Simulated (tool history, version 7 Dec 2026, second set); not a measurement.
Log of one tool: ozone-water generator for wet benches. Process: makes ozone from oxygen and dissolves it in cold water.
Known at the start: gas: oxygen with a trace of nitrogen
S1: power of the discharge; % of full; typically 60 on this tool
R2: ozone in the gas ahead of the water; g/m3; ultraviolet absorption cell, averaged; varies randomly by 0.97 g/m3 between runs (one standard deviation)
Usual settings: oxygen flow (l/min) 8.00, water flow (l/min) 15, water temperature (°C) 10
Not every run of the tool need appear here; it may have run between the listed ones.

{"run": 1, "hour": 0.0, "S1": 60, "oxygen flow (l/min)": 8.0, "water flow (l/min)": 15, "water temperature (°C)": 10, "dissolved ozone (ppm)": 31.1, "R2": 164.9}
{"run": 2, "hour": 33.3, "S1": 60, "oxygen flow (l/min)": 8.0, "water flow (l/min)": 15, "water temperature (°C)": 10, "dissolved ozone (ppm)": 31.1, "R2": 166.2}
{"run": 3, "hour": 63.4, "S1": 60, "oxygen flow (l/min)": 8.0, "water flow (l/min)": 15, "water temperature (°C)": 10, "dissolved ozone (ppm)": 30.9, "R2": 164.4}
{"run": 4, "hour": 96.4, "S1": 60, "oxygen flow (l/min)": 8.0, "water flow (l/min)": 15, "water temperature (°C)": 10, "dissolved ozone (ppm)": 31.2, "R2": 163.4}
{"hour": 107.2, "done": "contactor cleaned"}
{"run": 5, "hour": 124.2, "S1": 60, "oxygen flow (l/min)": 8.0, "water flow (l/min)": 15, "water temperature (°C)": 10, "dissolved ozone (ppm)": 32.2, "R2": 165.9}
{"run": 6, "hour": 150.5, "S1": 60, "oxygen flow (l/min)": 8.0, "water flow (l/min)": 15, "water temperature (°C)": 10, "dissolved ozone (ppm)": 31.6, "R2": 166.9}
{"run": 7, "hour": 192.6, "S1": 60, "oxygen flow (l/min)": 8.0, "water flow (l/min)": 15, "water temperature (°C)": 9, "dissolved ozone (ppm)": 33.1, "R2": 165.1}
{"run": 8, "hour": 229.0, "S1": 60, "oxygen flow (l/min)": 8.0, "water flow (l/min)": 15, "water temperature (°C)": 9, "dissolved ozone (ppm)": 32.8, "R2": 164.2}
{"run": 9, "hour": 257.4, "S1": 60, "oxygen flow (l/min)": 8.0, "water flow (l/min)": 15, "water temperature (°C)": 9, "dissolved ozone (ppm)": 32.9, "R2": 165.4}
{"run": 10, "hour": 290.3, "S1": 60, "oxygen flow (l/min)": 8.0, "water flow (l/min)": 15, "water temperature (°C)": 9, "dissolved ozone (ppm)": 32.7, "R2": 164.9}
{"run": 11, "hour": 324.8, "S1": 60, "oxygen flow (l/min)": 8.0, "water flow (l/min)": 15, "water temperature (°C)": 10, "dissolved ozone (ppm)": 31.9, "R2": 165.7}
{"run": 12, "hour": 362.5, "S1": 60, "oxygen flow (l/min)": 8.0, "water flow (l/min)": 15, "water temperature (°C)": 10, "dissolved ozone (ppm)": 31.9, "R2": 164.2}
{"run": 13, "hour": 404.2, "S1": 60, "oxygen flow (l/min)": 8.0, "water flow (l/min)": 15, "water temperature (°C)": 10, "dissolved ozone (ppm)": 32.0, "R2": 164.3}
{"run": 14, "hour": 431.8, "S1": 60, "oxygen flow (l/min)": 8.0, "water flow (l/min)": 15, "water temperature (°C)": 10, "dissolved ozone (ppm)": 32.2, "R2": 163.5}
{"run": 15, "hour": 449.1, "S1": 60, "oxygen flow (l/min)": 8.0, "water flow (l/min)": 15, "water temperature (°C)": 10, "dissolved ozone (ppm)": 31.8, "R2": 162.9}
{"run": 16, "hour": 485.3, "S1": 60, "oxygen flow (l/min)": 8.0, "water flow (l/min)": 15, "water temperature (°C)": 10, "dissolved ozone (ppm)": 32.1, "R2": 163.5}
{"run": 17, "hour": 523.1, "S1": 60, "oxygen flow (l/min)": 8.0, "water flow (l/min)": 15, "water temperature (°C)": 10, "dissolved ozone (ppm)": 31.8, "R2": 164.9}
{"run": 18, "hour": 546.2, "S1": 60, "oxygen flow (l/min)": 12.0, "water flow (l/min)": 15, "water temperature (°C)": 5, "dissolved ozone (ppm)": 33.7, "R2": 133.4}
{"run": 19, "hour": 576.5, "S1": 60, "oxygen flow (l/min)": 7.04, "water flow (l/min)": 15, "water temperature (°C)": 8, "dissolved ozone (ppm)": 33.5, "R2": 173.3}
{"run": 20, "hour": 616.6, "S1": 53, "oxygen flow (l/min)": 10.91, "water flow (l/min)": 16, "water temperature (°C)": 10, "dissolved ozone (ppm)": 27.1, "R2": 127.2}
{"run": 21, "hour": 635.7, "S1": 98, "oxygen flow (l/min)": 5.64, "water flow (l/min)": 16, "water temperature (°C)": 14, "dissolved ozone (ppm)": 42.1, "R2": 284.4}
{"run": 22, "hour": 656.1, "S1": 47, "oxygen flow (l/min)": 5.13, "water flow (l/min)": 15, "water temperature (°C)": 8, "dissolved ozone (ppm)": 27.2, "R2": 168.3}
{"run": 23, "hour": 694.4, "S1": 47, "oxygen flow (l/min)": 5.13, "water flow (l/min)": 15, "water temperature (°C)": 8, "dissolved ozone (ppm)": 27.0, "R2": 169.5}
{"run": 24, "hour": 713.1, "S1": 47, "oxygen flow (l/min)": 5.9, "water flow (l/min)": 15, "water temperature (°C)": 7, "dissolved ozone (ppm)": 27.9, "R2": 157.8}
{"run": 25, "hour": 745.2, "S1": 47, "oxygen flow (l/min)": 5.9, "water flow (l/min)": 15, "water temperature (°C)": 7, "dissolved ozone (ppm)": 27.6, "R2": 156.5}
{"run": 26, "hour": 778.1, "S1": 52, "oxygen flow (l/min)": 12.4, "water flow (l/min)": 15, "water temperature (°C)": 10, "dissolved ozone (ppm)": 27.2, "R2": 117.3}
{"run": 27, "hour": 803.9, "S1": 44, "oxygen flow (l/min)": 8.0, "water flow (l/min)": 11, "water temperature (°C)": 6, "dissolved ozone (ppm)": 32.8, "R2": 126.9}
{"run": 28, "hour": 833.0, "S1": 43, "oxygen flow (l/min)": 8.0, "water flow (l/min)": 15, "water temperature (°C)": 10, "dissolved ozone (ppm)": 24.6, "R2": 125.2}
{"run": 29, "hour": 869.8, "S1": 79, "oxygen flow (l/min)": 8.0, "water flow (l/min)": 9, "water temperature (°C)": 10, "dissolved ozone (ppm)": 52.0, "R2": 201.1}
{"run": 30, "hour": 902.1, "S1": 68, "oxygen flow (l/min)": 8.0, "water flow (l/min)": 14, "water temperature (°C)": 7, "dissolved ozone (ppm)": 38.5, "R2": 181.3}
{"run": 31, "hour": 924.3, "S1": 68, "oxygen flow (l/min)": 8.0, "water flow (l/min)": 14, "water temperature (°C)": 7, "dissolved ozone (ppm)": 38.7, "R2": 178.2}
{"run": 32, "hour": 945.5, "S1": 68, "oxygen flow (l/min)": 8.0, "water flow (l/min)": 14, "water temperature (°C)": 10, "dissolved ozone (ppm)": 36.3, "R2": 178.3}

For each run, the measured value with the value that run would have given without the tool's hidden condition subtracted. The run-to-run variation is shared by both, the gauge scatter possibly not:
Hidden state present: yield of the discharge, % of new electrodes'; contactor's efficiency, % of a clean one's; true water temperature over the reading, C; drift of the gauge itself on ozone_ppm, %; drift of the gauge itself on gas_g_m3, %.
run=1 dissolved_ozone_(ppm)=-1.7 R2=-1.3
run=2 dissolved_ozone_(ppm)=-1.7 R2=-1.3
run=3 dissolved_ozone_(ppm)=-1.7 R2=-1.4
run=4 dissolved_ozone_(ppm)=-1.7 R2=-1.4
run=5 dissolved_ozone_(ppm)=-0.5 R2=-1.5
run=6 dissolved_ozone_(ppm)=-0.4 R2=-1.6
run=7 dissolved_ozone_(ppm)=-0.5 R2=-1.7
run=8 dissolved_ozone_(ppm)=-0.5 R2=-1.7
run=9 dissolved_ozone_(ppm)=-0.5 R2=-1.9
run=10 dissolved_ozone_(ppm)=-0.5 R2=-2.0
run=11 dissolved_ozone_(ppm)=-0.5 R2=-2.0
run=12 dissolved_ozone_(ppm)=-0.6 R2=-2.1
run=13 dissolved_ozone_(ppm)=-0.6 R2=-2.2
run=14 dissolved_ozone_(ppm)=-0.6 R2=-2.3
run=15 dissolved_ozone_(ppm)=-0.6 R2=-2.4
run=16 dissolved_ozone_(ppm)=-0.7 R2=-2.4
run=17 dissolved_ozone_(ppm)=-0.7 R2=-2.6
run=18 dissolved_ozone_(ppm)=-0.7 R2=-2.1
run=19 dissolved_ozone_(ppm)=-0.7 R2=-2.8
run=20 dissolved_ozone_(ppm)=-0.5 R2=-1.9
run=21 dissolved_ozone_(ppm)=-1.3 R2=-7.1
run=22 dissolved_ozone_(ppm)=-0.6 R2=-2.3
run=23 dissolved_ozone_(ppm)=-0.6 R2=-2.4
run=24 dissolved_ozone_(ppm)=-0.5 R2=-2.3
run=25 dissolved_ozone_(ppm)=-0.6 R2=-2.3
run=26 dissolved_ozone_(ppm)=-0.7 R2=-2.0
run=27 dissolved_ozone_(ppm)=-0.7 R2=-1.8
run=28 dissolved_ozone_(ppm)=-0.5 R2=-1.8
run=29 dissolved_ozone_(ppm)=-1.6 R2=-5.2
run=30 dissolved_ozone_(ppm)=-1.2 R2=-4.3
run=31 dissolved_ozone_(ppm)=-1.2 R2=-4.4
run=32 dissolved_ozone_(ppm)=-1.2 R2=-4.4
